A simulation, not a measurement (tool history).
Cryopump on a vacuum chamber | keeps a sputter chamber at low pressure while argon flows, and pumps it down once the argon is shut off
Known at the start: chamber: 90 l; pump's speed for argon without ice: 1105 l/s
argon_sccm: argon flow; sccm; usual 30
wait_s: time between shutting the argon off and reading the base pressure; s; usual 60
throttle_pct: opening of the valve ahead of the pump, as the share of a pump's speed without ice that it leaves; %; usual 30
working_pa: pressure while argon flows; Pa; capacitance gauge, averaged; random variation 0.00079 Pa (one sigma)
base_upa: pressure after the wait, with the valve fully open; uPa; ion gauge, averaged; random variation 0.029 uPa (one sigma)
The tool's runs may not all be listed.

run	hour	argon_sccm	wait_s	throttle_pct	working_pa	base_upa
1	0.0	30	60	30	0.1589	3.54
2	62.1	44	60	30	0.2346	3.56
3	171.4	44	60	30	0.2369	3.73
4	242.9	44	60	30	0.2360	3.88
5	328.3	30	60	30	0.1616	4.05
6	406.6	30	60	30	0.1638	4.15
7	509.9	30	60	30	0.1643	4.34
8	587.9	30	60	30	0.1655	4.51
9	653.8	30	60	30	0.1678	4.69
# hour 689.7: pump warmed up, emptied and cooled again
10	707.6	30	60	25	0.1846	3.95
11	783.0	15	60	23	0.1014	3.99
12	833.6	15	60	23	0.1009	4.16
13	934.3	41	21	57	0.1143	6.44
14	1024.0	41	58	17	0.3760	4.49
15	1117.5	49	22	34	0.2289	6.32
16	1212.4	58	60	17	0.5328	4.58
17	1261.4	58	60	17	0.5341	4.82
18	1373.2	20	37	20	0.1561	5.69
19	1448.5	20	37	20	0.1586	5.80

Forecast each of these 3 alternatives for the next run:
# hour 1557.0: leaking fittings of the chamber tightened, without venting
A	1557.0	36	28	30	?	?
# hour 1557.0: leaking fittings of the chamber tightened, without venting
B	1557.0	56	36	30	?	?
# hour 1557.0: leaking fittings of the chamber tightened, without venting
C	1557.0	14	60	45	?	?

run	working_pa	base_upa
A	0.1945	2.84
B	0.3047	2.34
C	0.0520	1.59
Without the tool's hidden state the same runs would have given:
run	working_pa	base_upa
A	0.1829	2.72
B	0.2865	2.22
C	0.0475	1.47
